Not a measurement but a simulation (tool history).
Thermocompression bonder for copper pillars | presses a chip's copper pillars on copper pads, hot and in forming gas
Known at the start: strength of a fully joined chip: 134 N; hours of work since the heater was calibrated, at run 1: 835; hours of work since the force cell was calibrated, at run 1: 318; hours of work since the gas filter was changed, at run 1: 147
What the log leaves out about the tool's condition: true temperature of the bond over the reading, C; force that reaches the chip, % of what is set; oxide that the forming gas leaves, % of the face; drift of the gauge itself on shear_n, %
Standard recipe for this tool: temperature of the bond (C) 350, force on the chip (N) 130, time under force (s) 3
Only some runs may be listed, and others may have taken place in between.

run     day  temperature of the bond (C)  force on the chip (N)  time under force (s)  hours of work since the heater was calibrated  hours of work since the force cell was calibrated  hours of work since the gas filter was changed  force that shears a chip off (N)
  1   0.000                          350                    130                     3                                            835                                                318                                             147                              55.1
      1.767  -- forming gas filter changed
  2   3.150                          335                    130                     3                                            883                                                367                                              22                              49.0
  3   4.592                          350                    130                     3                                            905                                                389                                              44                              55.9
  4   6.254                          350                    130                     3                                            931                                                415                                              70                              55.7
  5   9.167                          350                    130                     4                                            976                                                460                                             115                              61.8
  6  11.462                          350                    130                     8                                           1012                                                496                                             150                              77.1
     12.925  -- forming gas filter changed
  7  14.138                          350                    130                     8                                           1053                                                537                                              19                              78.7
  8  15.825                          350                    130                     8                                           1079                                                563                                              45                              78.4
  9  18.425                          350                    143                     3                                           1120                                                603                                              85                              61.2
     19.142  -- heater calibrated with a thermocouple chip
 10  20.825                          350                    143                     3                                             26                                                639                                             121                              57.2
 11  23.796                          350                    130                     3                                             72                                                685                                             167                              51.9
     24.071  -- forming gas filter changed
 12  27.058                          350                    130                     3                                            122                                                735                                              46                              53.1
 13  29.496                          350                    130                     3                                            160                                                773                                              84                              52.8
 14  31.742                          350                    130                     3                                            195                                                808                                             119                              52.6
 15  34.612                          350                    130                     3                                            240                                                853                                             163                              52.1
     35.258  -- forming gas filter changed
 16  37.342                          350                    130                     3                                            282                                                895                                              32                              53.2
 17  39.771                          350                    130                     3                                            319                                                932                                              70                              52.9
 18  42.950                          350                    130                     3                                            369                                                982                                             119                              52.5
 19  45.183                          350                    130                     3                                            403                                               1016                                             154                              52.3
     46.350  -- forming gas filter changed
 20  47.662                          350                    130                     5                                            441                                               1054                                              20                              64.5
 21  50.500                          355                    187                     7                                            485                                               1098                                              64                              96.9
 22  53.542                          349                    163                     2                                            533                                               1146                                             112                              55.7
 23  56.467                          349                    129                     2                                            578                                               1191                                             157                              44.2
     57.483  -- forming gas filter changed
 24  59.171                          349                     93                     4                                            620                                               1233                                              26                              42.5
 25  61.054                          329                     93                     6                                            649                                               1262                                              55                              41.1
 26  64.250                          350                    112                     3                                            698                                               1311                                             105                              45.9
 27  67.612                          345                    139                     5                                            750                                               1363                                             157                              65.0
     68.779  -- forming gas filter changed
 28  69.512                          379                     95                     4                                            780                                               1393                                              11                              56.5
 29  72.546                          379                     95                     4                                            827                                               1440                                              58                              56.0
 30  74.688                          379                    165                     3                                            860                                               1473                                              92                              81.5
 31  76.217                          373                    140                     4                                            884                                               1497                                             115                              75.3
 32  77.750                          373                    140                     4                                            907                                               1520                                             139                              74.5
     80.012  -- forming gas filter changed
 33  81.050                          348                    130                     3                                            958                                               1571                                              16                              53.2
 34  84.296                          340                     95                     6                                           1009                                               1622                                              66                              47.1
 35  86.108                          325                    113                     6                                           1037                                               1650                                              95                              48.5
     86.962  -- force cell calibrated
 36  88.229                          325                    113                     6                                           1069                                                 20                                             126                              50.7
     91.279  -- forming gas filter changed
 37  91.388                          325                     86                     6                                           1117                                                 68                                               2                              39.1
     92.204  -- heater calibrated with a thermocouple chip
 38  93.721                          365                    182                     3                                             23                                                103                                              37                              80.9
 39  96.754                          365                    182                     2                                             71                                                150                                              84                              70.8

Entry by entry between the runs, the difference in hidden state between the last listed run before and the first listed run after:
In the gap between runs 1 and 2: forming gas filter changed (day 1.767)
  true temperature of the bond over the reading, C: 5.6 -> 5.8; force that reaches the chip, % of what is set: 99 -> 98.9; oxide that the forming gas leaves, % of the face: 2.64 -> 0.85
  measured value less the no-hidden-state value, force that shears a chip off (N): +0.9 -> +2.0
In the gap between runs 6 and 7: forming gas filter changed (day 12.925)
  true temperature of the bond over the reading, C: 6.5 -> 6.7; force that reaches the chip, % of what is set: 98.5 -> 98.3; oxide that the forming gas leaves, % of the face: 2.71 -> 0.8
  measured value less the no-hidden-state value, force that shears a chip off (N): +0.9 -> +2.5
In the gap between runs 9 and 10: heater calibrated with a thermocouple chip (day 19.142)
  true temperature of the bond over the reading, C: 7.1 -> 0.6; force that reaches the chip, % of what is set: 98.1 -> 98; oxide that the forming gas leaves, % of the face: 1.82 -> 2.35
  measured value less the no-hidden-state value, force that shears a chip off (N): +1.7 -> -1.9
In the gap between runs 11 and 12: forming gas filter changed (day 24.071)
  true temperature of the bond over the reading, C: 0.9 -> 1.1; force that reaches the chip, % of what is set: 97.9 -> 97.8; oxide that the forming gas leaves, % of the face: 3.02 -> 1.16
  measured value less the no-hidden-state value, force that shears a chip off (N): -2.1 -> -1.0
In the gap between runs 15 and 16: forming gas filter changed (day 35.258)
  true temperature of the bond over the reading, C: 1.7 -> 2; force that reaches the chip, % of what is set: 97.4 -> 97.3; oxide that the forming gas leaves, % of the face: 2.89 -> 1.3
  measured value less the no-hidden-state value, force that shears a chip off (N): -1.9 -> -1.0
In the gap between runs 19 and 20: forming gas filter changed (day 46.350)
  true temperature of the bond over the reading, C: 2.6 -> 2.8; force that reaches the chip, % of what is set: 96.9 -> 96.8; oxide that the forming gas leaves, % of the face: 3.1 -> 0.89
  measured value less the no-hidden-state value, force that shears a chip off (N): -1.8 -> -0.7
In the gap between runs 23 and 24: forming gas filter changed (day 57.483)
  true temperature of the bond over the reading, C: 3.6 -> 3.8; force that reaches the chip, % of what is set: 96.4 -> 96.3; oxide that the forming gas leaves, % of the face: 2.89 -> 0.98
  measured value less the no-hidden-state value, force that shears a chip off (N): -1.3 -> -0.3
In the gap between runs 27 and 28: forming gas filter changed (day 68.779)
  true temperature of the bond over the reading, C: 4.5 -> 4.7; force that reaches the chip, % of what is set: 95.9 -> 95.8; oxide that the forming gas leaves, % of the face: 2.94 -> 0.74
  measured value less the no-hidden-state value, force that shears a chip off (N): -1.7 -> -0.3
In the gap between runs 32 and 33: forming gas filter changed (day 80.012)
  true temperature of the bond over the reading, C: 5.4 -> 5.7; force that reaches the chip, % of what is set: 95.5 -> 95.3; oxide that the forming gas leaves, % of the face: 2.61 -> 0.88
  measured value less the no-hidden-state value, force that shears a chip off (N): -1.6 -> -0.1
In the gap between runs 35 and 36: force cell calibrated (day 86.962)
  true temperature of the bond over the reading, C: 6.1 -> 6.3; force that reaches the chip, % of what is set: 95.1 -> 99.9; oxide that the forming gas leaves, % of the face: 2.04 -> 2.5
  measured value less the no-hidden-state value, force that shears a chip off (N): -0.3 -> +2.0
In the gap between runs 36 and 37: forming gas filter changed (day 91.279)
  true temperature of the bond over the reading, C: 6.3 -> 6.6; force that reaches the chip, % of what is set: 99.9 -> 99.7; oxide that the forming gas leaves, % of the face: 2.5 -> 0.6
  measured value less the no-hidden-state value, force that shears a chip off (N): +2.0 -> +2.4
In the gap between runs 37 and 38: heater calibrated with a thermocouple chip (day 92.204)
  true temperature of the bond over the reading, C: 6.6 -> 0.2; force that reaches the chip, % of what is set: 99.7 -> 99.6; oxide that the forming gas leaves, % of the face: 0.6 -> 1.13
  measured value less the no-hidden-state value, force that shears a chip off (N): +2.4 -> -0.6
